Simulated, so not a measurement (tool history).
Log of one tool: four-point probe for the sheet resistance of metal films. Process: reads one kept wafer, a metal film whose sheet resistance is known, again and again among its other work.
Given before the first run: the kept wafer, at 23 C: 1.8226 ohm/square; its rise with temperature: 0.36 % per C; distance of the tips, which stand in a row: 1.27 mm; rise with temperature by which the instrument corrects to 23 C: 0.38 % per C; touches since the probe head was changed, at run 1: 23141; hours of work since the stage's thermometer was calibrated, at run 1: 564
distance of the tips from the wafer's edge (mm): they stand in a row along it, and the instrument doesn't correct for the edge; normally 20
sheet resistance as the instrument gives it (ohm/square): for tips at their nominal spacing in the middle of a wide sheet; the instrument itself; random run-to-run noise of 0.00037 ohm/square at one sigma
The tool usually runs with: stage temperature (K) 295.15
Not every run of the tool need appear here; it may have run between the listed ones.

| run | day | stage temperature (K) | distance of the tips from the wafer's edge (mm) | touches since the probe head was changed | hours of work since the stage's thermometer was calibrated | sheet resistance as the instrument gives it (ohm/square) |
|---|---|---|---|---|---|---|
| 1 | 0 | 295.15 | 20 | 23141 | 564 | 1.830041 |
| 2 | 1.175 | 295.15 | 20 | 23716 | 577 | 1.830176 |
| 3 | 1.725 | 295.15 | 20 | 23985 | 583 | 1.829475 |
| 4 | 3.012 | 295.15 | 20 | 24615 | 597 | 1.829969 |
| 5 | 3.567 | 295.15 | 20 | 24885 | 603 | 1.830081 |
| 6 | 4.921 | 295.15 | 20 | 25548 | 618 | 1.830117 |
| 7 | 5.867 | 295.15 | 3 | 26012 | 628 | 1.9855 |
| 8 | 6.992 | 295.15 | 3 | 26563 | 641 | 1.98478 |
| 9 | 7.704 | 295.15 | 74 | 26911 | 649 | 1.826342 |
| 10 | 9.067 | 295.15 | 74 | 27577 | 663 | 1.826439 |
| 11 | 9.996 | 302.15 | 20 | 28030 | 674 | 1.827417 |
| 12 | 11.2 | 302.15 | 20 | 28620 | 687 | 1.827727 |
| 13 | 12.054 | 302.15 | 20 | 29038 | 696 | 1.827336 |
| 14 | 13.212 | 295.15 | 20 | 29605 | 709 | 1.830307 |
| 15 | 14.296 | 295.15 | 20 | 30136 | 721 | 1.829959 |
| 16 | 14.925 | 295.15 | 12 | 30442 | 728 | 1.83734 |
| 17 | 16.183 | 295.15 | 12 | 31059 | 741 | 1.837388 |
| 18 | 17.183 | 295.15 | 5 | 31547 | 752 | 1.88741 |
| 19 | 17.971 | 295.15 | 5 | 31934 | 761 | 1.887848 |
| 20 | 19.308 | 298.15 | 5 | 32588 | 776 | 1.887061 |
| 21 | 20.546 | 298.15 | 5 | 33192 | 789 | 1.886191 |
| 22 | 21.646 | 295.15 | 20 | 33730 | 801 | 1.830032 |
| 23 | 23.004 | 295.15 | 20 | 34396 | 816 | 1.829749 |
| 24 | 24.233 | 295.15 | 20 | 34997 | 830 | 1.830349 |
| 25 | 25.592 | 295.15 | 20 | 35661 | 844 | 1.830199 |
| 26 | 26.888 | 295.15 | 20 | 36296 | 859 | 1.830736 |
| 27 | 27.454 | 295.15 | 11 | 36573 | 865 | 1.839657 |
| 28 | 28.562 | 295.15 | 11 | 37114 | 877 | 1.83928 |
| 29 | 29.921 | 307.15 | 43 | 37780 | 892 | 1.82277 |
| 30 | 30.608 | 302.15 | 19 | 38116 | 899 | 1.828078 |
| 31 | 31.167 | 302.15 | 19 | 38388 | 906 | 1.827495 |
|  | 31.267 | stage's thermometer calibrated |
| 32 | 31.788 | 296.15 | 65 | 38682 | 6 | 1.825801 |
| 33 | 33.038 | 296.15 | 65 | 39294 | 19 | 1.826486 |
| 34 | 33.746 | 296.15 | 65 | 39640 | 27 | 1.825931 |
| 35 | 35.058 | 296.15 | 65 | 40282 | 42 | 1.825803 |
| 36 | 36.029 | 296.15 | 65 | 40759 | 52 | 1.826135 |
| 37 | 37.017 | 304.15 | 11 | 41241 | 63 | 1.835258 |
|  | 37.342 | stage's thermometer calibrated, once more |
| 38 | 38.221 | 300.15 | 7 | 41820 | 10 | 1.857704 |
| 39 | 39.471 | 297.15 | 8 | 42431 | 23 | 1.85182 |
| 40 | 40.404 | 297.15 | 8 | 42888 | 34 | 1.851352 |
| 41 | 41.225 | 295.15 | 8 | 43290 | 43 | 1.852478 |
| 42 | 42.338 | 295.15 | 8 | 43834 | 55 | 1.852727 |
| 43 | 43.35 | 295.15 | 8 | 44329 | 66 | 1.852484 |
| 44 | 44.375 | 293.15 | 5 | 44830 | 77 | 1.889679 |
| 45 | 45 | 302.15 | 20 | 45137 | 84 | 1.828575 |

Each row is a separate what-if for the run after 45, all from the same tool condition, not one after another. Results?
| A | 46.204 | 292.15 | 3 | 45726 | 97 | ? |
| B | 46.204 | 295.15 | 5 | 45726 | 97 | ? |
| C | 46.204 | 308.15 | 9 | 45726 | 97 | ? |
| D | 46.204 | 294.15 | 32 | 45726 | 97 | ? |

| run | sheet resistance as the instrument gives it (ohm/square) |
|---|---|
| A | 1.98947 |
| B | 1.889888 |
| C | 1.841918 |
| D | 1.83045 |
What these runs would have given with no unlogged condition in the tool:
| run | sheet resistance as the instrument gives it (ohm/square) |
|---|---|
| A | 1.984066 |
| B | 1.884727 |
| C | 1.836869 |
| D | 1.825439 |

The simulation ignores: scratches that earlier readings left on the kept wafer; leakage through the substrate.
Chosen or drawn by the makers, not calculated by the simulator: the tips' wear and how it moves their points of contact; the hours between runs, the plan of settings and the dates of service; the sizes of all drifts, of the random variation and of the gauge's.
